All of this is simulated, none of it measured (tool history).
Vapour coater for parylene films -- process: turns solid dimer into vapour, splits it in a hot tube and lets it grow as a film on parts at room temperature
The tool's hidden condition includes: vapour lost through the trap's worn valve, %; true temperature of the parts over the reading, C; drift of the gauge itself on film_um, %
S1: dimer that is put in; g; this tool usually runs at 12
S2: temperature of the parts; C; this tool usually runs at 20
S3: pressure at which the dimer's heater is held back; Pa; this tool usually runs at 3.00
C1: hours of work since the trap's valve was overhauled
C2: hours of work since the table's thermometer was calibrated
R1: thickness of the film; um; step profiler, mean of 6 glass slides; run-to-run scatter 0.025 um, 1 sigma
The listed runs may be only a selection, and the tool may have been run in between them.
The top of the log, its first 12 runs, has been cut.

run,day,S1,S2,S3,C1,C2,R1
13,11.062,12,20,3.00,488,858,2.71
14,11.946,12,20,3.00,504,873,2.71
15,13.108,12,20,3.00,525,894,2.69
16,14.267,5,20,3.00,545,915,1.11
17,15.400,5,20,3.00,565,935,1.11
18,16.292,20,20,3.00,581,951,4.43
19,17.271,12,30,3.00,599,968,1.60
20,17.946,12,30,3.00,611,980,1.62
21,18.583,12,30,3.00,622,992,1.65
# day 19.212: trap's valve overhauled
22,19.938,12,30,3.00,13,1013,1.48
23,21.121,12,30,3.00,34,1034,1.51
# day 21.442: trap's valve overhauled, once more
24,22.554,6,20,3.00,20,1056,1.56
25,23.421,6,20,3.00,35,1072,1.57
26,24.600,13,23,9.69,56,1093,2.20
27,25.512,13,23,2.92,72,1109,2.89
28,26.558,12,15,3.00,91,1127,3.47

The next listed run, before its measurement:
29,27.712,12,13,3.52,112,1148,?

Run 29 came out at R1 3.46 um.
Were there no unlogged condition in the tool, this run, its random variation unchanged, would have produced R1 3.56 um.
